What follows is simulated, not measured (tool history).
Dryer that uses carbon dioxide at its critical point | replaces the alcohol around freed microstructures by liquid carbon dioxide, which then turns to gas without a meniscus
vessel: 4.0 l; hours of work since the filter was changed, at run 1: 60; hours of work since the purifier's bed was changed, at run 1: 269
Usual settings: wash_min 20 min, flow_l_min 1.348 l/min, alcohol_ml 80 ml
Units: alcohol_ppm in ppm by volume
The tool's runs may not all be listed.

| run | hour | wash_min | flow_l_min | alcohol_ml | hours of work since the filter was changed | hours of work since the purifier's bed was changed | alcohol_ppm |
|---|---|---|---|---|---|---|---|
| 1 | 0.0 | 20 | 1.348 | 80 | 60 | 269 | 205 |
| 2 | 10.0 | 20 | 1.460 | 80 | 64 | 273 | 165 |
| 3 | 28.0 | 20 | 1.460 | 80 | 71 | 280 | 169 |
| 4 | 43.1 | 20 | 1.460 | 80 | 78 | 286 | 167 |
| 5 | 53.8 | 20 | 1.460 | 80 | 82 | 291 | 160 |
| 6 | 67.1 | 16 | 1.460 | 80 | 88 | 296 | 363 |
| 7 | 85.3 | 16 | 1.460 | 80 | 95 | 304 | 361 |
| 8 | 102.2 | 16 | 1.460 | 80 | 102 | 311 | 362 |
| 9 | 117.5 | 20 | 1.348 | 80 | 108 | 317 | 231 |
| 10 | 129.2 | 20 | 0.950 | 80 | 113 | 322 | 751 |
| 11 | 144.3 | 20 | 1.348 | 80 | 119 | 328 | 235 |
| 12 | 160.1 | 20 | 1.348 | 80 | 126 | 334 | 241 |
| 13 | 176.6 | 20 | 1.348 | 80 | 133 | 341 | 242 |
| 14 | 195.7 | 20 | 1.348 | 80 | 140 | 349 | 242 |
| 15 | 212.3 | 20 | 2.080 | 81 | 147 | 356 | 99 |
| 16 | 229.3 | 20 | 1.120 | 80 | 154 | 363 | 464 |
| 17 | 239.2 | 26 | 2.030 | 106 | 158 | 367 | 85 |
| 18 | 249.3 | 26 | 2.030 | 106 | 162 | 371 | 92 |
| 19 | 264.6 | 15 | 1.530 | 37 | 169 | 377 | 252 |
| 20 | 278.9 | 15 | 1.348 | 98 | 175 | 383 | 770 |
| 21 | 297.2 | 16 | 1.980 | 100 | 182 | 391 | 170 |
| 22 | 309.5 | 28 | 0.900 | 73 | 187 | 396 | 315 |
| 23 | 318.9 | 28 | 0.900 | 73 | 191 | 400 | 335 |
| 24 | 336.1 | 20 | 1.740 | 26 | 198 | 407 | 103 |
|  | 354.2 | inlet filter changed |
| 25 | 356.2 | 17 | 1.290 | 57 | 1 | 415 | 334 |

Hidden state at the last listed run before each entry between runs and at the first one after, where it differs:
Between runs 24 and 25: inlet filter changed (hour 354.2)
  flow that reaches the vessel past the clogged filter, %: 93.6 -> 99.6; alcohol in the recycled carbon dioxide, ppm: 95 -> 96.8
  measured less the result without the state, alcohol_ppm: +94 -> +96 ppm by volume
